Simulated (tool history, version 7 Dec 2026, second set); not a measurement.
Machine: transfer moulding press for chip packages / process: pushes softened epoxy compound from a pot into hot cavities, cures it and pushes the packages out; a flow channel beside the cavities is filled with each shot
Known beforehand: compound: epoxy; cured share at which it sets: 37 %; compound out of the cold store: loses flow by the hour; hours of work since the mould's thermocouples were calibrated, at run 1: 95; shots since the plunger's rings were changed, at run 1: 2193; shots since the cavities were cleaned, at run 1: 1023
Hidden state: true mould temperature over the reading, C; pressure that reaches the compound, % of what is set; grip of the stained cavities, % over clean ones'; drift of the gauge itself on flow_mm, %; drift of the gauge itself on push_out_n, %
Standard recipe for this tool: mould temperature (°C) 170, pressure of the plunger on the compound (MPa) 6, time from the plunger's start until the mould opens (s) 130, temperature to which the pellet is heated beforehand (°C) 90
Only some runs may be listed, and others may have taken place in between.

run   hour  mould temperature (°C)  pressure of the plunger on the compound (MPa)  time from the plunger's start until the mould opens (s)  temperature to which the pellet is heated beforehand (°C)  hours of work since the mould's thermocouples were calibrated  shots since the plunger's rings were changed  shots since the cavities were cleaned  incoming compound's hours out of the cold store  length that the compound runs in the flow channel (mm)  greatest force on the pins that push the packages out (N)
  1      0                     170                                              6                                                      130                                                         90                                                             95                                          2193                                   1023                                                8                                                     774                                                        851
      24.4  -- cavities cleaned with cleaning compound and waxed
  2   48.1                     170                                              6                                                      127                                                         90                                                            116                                          2494                                    153                                              9.7                                                     768                                                        653
  3   89.5                     162                                              6                                                      130                                                         90                                                            135                                          2762                                    421                                             22.2                                                     760                                                       1316
  4  143.2                     170                                              6                                                      130                                                         87                                                            160                                          3109                                    768                                             11.4                                                     759                                                        808
     150.4  -- plunger's sealing rings changed
  5  183.1                     170                                           4.84                                                      130                                                         90                                                            178                                           212                                   1010                                             33.4                                                     651                                                        797
     210.3  -- cavities cleaned with cleaning compound and waxed
  6  246.9                     170                                           4.84                                                      130                                                         90                                                            207                                           615                                    237                                             37.5                                                     633                                                        657
  7  305.7                     170                                           4.84                                                      130                                                         90                                                            234                                           995                                    617                                             44.7                                                     614                                                        725
  8  384.5                     170                                              6                                                      130                                                         90                                                            271                                          1504                                   1126                                             25.6                                                     736                                                        804
     397.8  -- cavities cleaned with cleaning compound and waxed
  9  456.7                     170                                              6                                                      130                                                         90                                                            303                                          1961                                    381                                             23.8                                                     735                                                        741
 10  530.1                     170                                              6                                                      130                                                         90                                                            337                                          2436                                    856                                             42.5                                                     679                                                        784
     582.9  -- cavities cleaned with cleaning compound and waxed
 11  600.7                     173                                            5.7                                                      151                                                         90                                                            370                                          2883                                    115                                             36.6                                                     665                                                        524
     640.9  -- plunger's sealing rings changed
 12  682.7                     175                                           6.57                                                      151                                                         97                                                            406                                           270                                    629                                             47.3                                                     701                                                        632
 13  731.7                     175                                           6.57                                                      151                                                         97                                                            429                                           586                                    945                                             22.4                                                     774                                                        692
     774.6  -- cavities cleaned with cleaning compound and waxed
 14  791.8                     174                                              6                                                      144                                                         81                                                            456                                           966                                    111                                             15.7                                                     755                                                        500
 15  844.1                     170                                              6                                                      111                                                         84                                                            481                                          1304                                    449                                             23.1                                                     747                                                       1031
 16  919.3                     164                                              6                                                      160                                                         84                                                            516                                          1790                                    935                                              9.2                                                     800                                                        910
       958  -- cavities cleaned with cleaning compound and waxed
 17  985.4                     177                                            7.5                                                      160                                                         83                                                            546                                          2207                                    177                                             24.7                                                     793                                                        521

Alternative continuations, all from the tool just after run 17; predict every row:
  A  1030.3                     177                                            7.5                                                      110                                                         82                                                            567                                          2498                                    468                                             34.3                                                       ?                                                          ?
  B  1030.3                     167                                            7.5                                                      160                                                         83                                                            567                                          2498                                    468                                             39.8                                                       ?                                                          ?
  C  1030.3                     170                                           5.81                                                      130                                                         90                                                            567                                          2498                                    468                                             21.2                                                       ?                                                          ?
  D  1030.3                     177                                           7.23                                                      115                                                         99                                                            567                                          2498                                    468                                             12.9                                                       ?                                                          ?

run  length that the compound runs in the flow channel (mm)  greatest force on the pins that push the packages out (N)
  A                                                     763                                                        666
  B                                                     776                                                        692
  C                                                     723                                                        731
  D                                                     811                                                        636
Had the tool no hidden state, the same runs would have come out as:
run  length that the compound runs in the flow channel (mm)  greatest force on the pins that push the packages out (N)
  A                                                     785                                                        474
  B                                                     797                                                        492
  C                                                     743                                                        510
  D                                                     834                                                        457

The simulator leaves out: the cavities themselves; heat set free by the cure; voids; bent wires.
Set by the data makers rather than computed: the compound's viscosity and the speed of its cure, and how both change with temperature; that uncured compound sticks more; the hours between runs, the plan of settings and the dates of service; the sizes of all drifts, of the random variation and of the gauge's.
